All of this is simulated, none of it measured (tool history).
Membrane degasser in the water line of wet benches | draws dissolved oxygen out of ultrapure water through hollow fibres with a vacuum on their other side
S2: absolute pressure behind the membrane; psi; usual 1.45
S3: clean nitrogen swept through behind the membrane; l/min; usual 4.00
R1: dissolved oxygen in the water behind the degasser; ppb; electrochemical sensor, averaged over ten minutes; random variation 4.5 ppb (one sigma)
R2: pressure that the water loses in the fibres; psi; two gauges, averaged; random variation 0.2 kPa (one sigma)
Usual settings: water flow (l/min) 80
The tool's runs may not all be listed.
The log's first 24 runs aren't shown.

{"run": 25, "day": 39.975, "water flow (l/min)": 75, "S2": 1.07, "S3": 4.58, "R1": 296.6, "R2": 6.073}
{"run": 26, "day": 42.0, "water flow (l/min)": 80, "S2": 1.38, "S3": 3.31, "R1": 495.1, "R2": 6.486}
{"run": 27, "day": 44.304, "water flow (l/min)": 105, "S2": 1.45, "S3": 10.71, "R1": 533.4, "R2": 8.486}
{"run": 28, "day": 45.475, "water flow (l/min)": 106, "S2": 1.45, "S3": 2.13, "R1": 942.1, "R2": 8.665}
{"run": 29, "day": 47.096, "water flow (l/min)": 106, "S2": 0.9, "S3": 3.82, "R1": 548.9, "R2": 8.57}
{"run": 30, "day": 48.358, "water flow (l/min)": 83, "S2": 1.13, "S3": 3.0, "R1": 453.7, "R2": 6.746}
{"run": 31, "day": 50.704, "water flow (l/min)": 83, "S2": 1.13, "S3": 3.0, "R1": 458.6, "R2": 6.728}
{"run": 32, "day": 52.112, "water flow (l/min)": 83, "S2": 1.13, "S3": 3.0, "R1": 452.9, "R2": 6.733}

3 ways to go on from here, each from the tool as it stands after run 32. What would each give?
{"run": "A", "day": 54.542, "water flow (l/min)": 87, "S2": 3.61, "S3": 7.33, "R1": "?", "R2": "?"}
{"run": "B", "day": 54.542, "water flow (l/min)": 83, "S2": 1.13, "S3": 11.66, "R1": "?", "R2": "?"}
{"run": "C", "day": 54.542, "water flow (l/min)": 83, "S2": 1.13, "S3": 2.54, "R1": "?", "R2": "?"}

run=A R1=770.6 R2=7.029
run=B R1=275.9 R2=6.760
run=C R1=491.1 R2=6.786
Without the tool's hidden state the same runs would have given:
run=A R1=757.3 R2=6.937
run=B R1=264.7 R2=6.673
run=C R1=476.1 R2=6.698

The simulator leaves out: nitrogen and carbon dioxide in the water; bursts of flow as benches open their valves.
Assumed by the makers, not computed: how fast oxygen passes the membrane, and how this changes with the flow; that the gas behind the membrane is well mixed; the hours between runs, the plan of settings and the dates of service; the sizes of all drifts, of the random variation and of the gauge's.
